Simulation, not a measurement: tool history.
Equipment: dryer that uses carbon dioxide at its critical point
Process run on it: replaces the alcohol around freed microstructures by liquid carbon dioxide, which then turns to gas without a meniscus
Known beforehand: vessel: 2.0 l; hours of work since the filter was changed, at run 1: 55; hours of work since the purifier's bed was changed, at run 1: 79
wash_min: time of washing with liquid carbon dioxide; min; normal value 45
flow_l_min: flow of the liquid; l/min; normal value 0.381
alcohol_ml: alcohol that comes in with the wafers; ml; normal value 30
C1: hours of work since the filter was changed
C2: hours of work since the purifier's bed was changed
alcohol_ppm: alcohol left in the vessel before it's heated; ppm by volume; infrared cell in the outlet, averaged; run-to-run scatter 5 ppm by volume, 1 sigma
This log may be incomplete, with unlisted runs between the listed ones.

Run 1, hour 0.0: usual settings; C1 55; C2 79. Result: alcohol_ppm 50 ppm by volume.
Run 2, hour 17.8: usual settings; C1 64; C2 88. Result: alcohol_ppm 58 ppm by volume.
Run 3, hour 25.9: usual settings; C1 68; C2 92. Result: alcohol_ppm 60 ppm by volume.
Run 4, hour 39.0: usual settings; C1 74; C2 99. Result: alcohol_ppm 55 ppm by volume.
Run 5, hour 56.4: usual settings; C1 83; C2 108. Result: alcohol_ppm 66 ppm by volume.
Run 6, hour 66.4: usual settings; C1 88; C2 113. Result: alcohol_ppm 57 ppm by volume.
Run 7, hour 78.3: usual settings but wash_min 46 min, flow_l_min 0.245 l/min, alcohol_ml 23 ml; C1 94; C2 119. Result: alcohol_ppm 211 ppm by volume.
Run 8, hour 93.6: usual settings but flow_l_min 0.599 l/min, alcohol_ml 28 ml; C1 102; C2 127. Result: alcohol_ppm 40 ppm by volume.
Run 9, hour 112.9: usual settings but wash_min 65 min, flow_l_min 0.235 l/min, alcohol_ml 36 ml; C1 112; C2 136. Result: alcohol_ppm 106 ppm by volume.
Run 10, hour 122.5: usual settings but wash_min 65 min, flow_l_min 0.582 l/min, alcohol_ml 36 ml; C1 117; C2 141. Result: alcohol_ppm 44 ppm by volume.

Run 11, settings as shown, results not yet in. Your forecast:
Run 11, hour 139.3: usual settings but wash_min 43 min, flow_l_min 0.429 l/min, alcohol_ml 75 ml; C1 125; C2 150. Result: alcohol_ppm ?.

{"run 11": {"alcohol_ppm": 89}}
Had the tool carried no hidden state, the very same run would have given alcohol_ppm 41 ppm by volume.
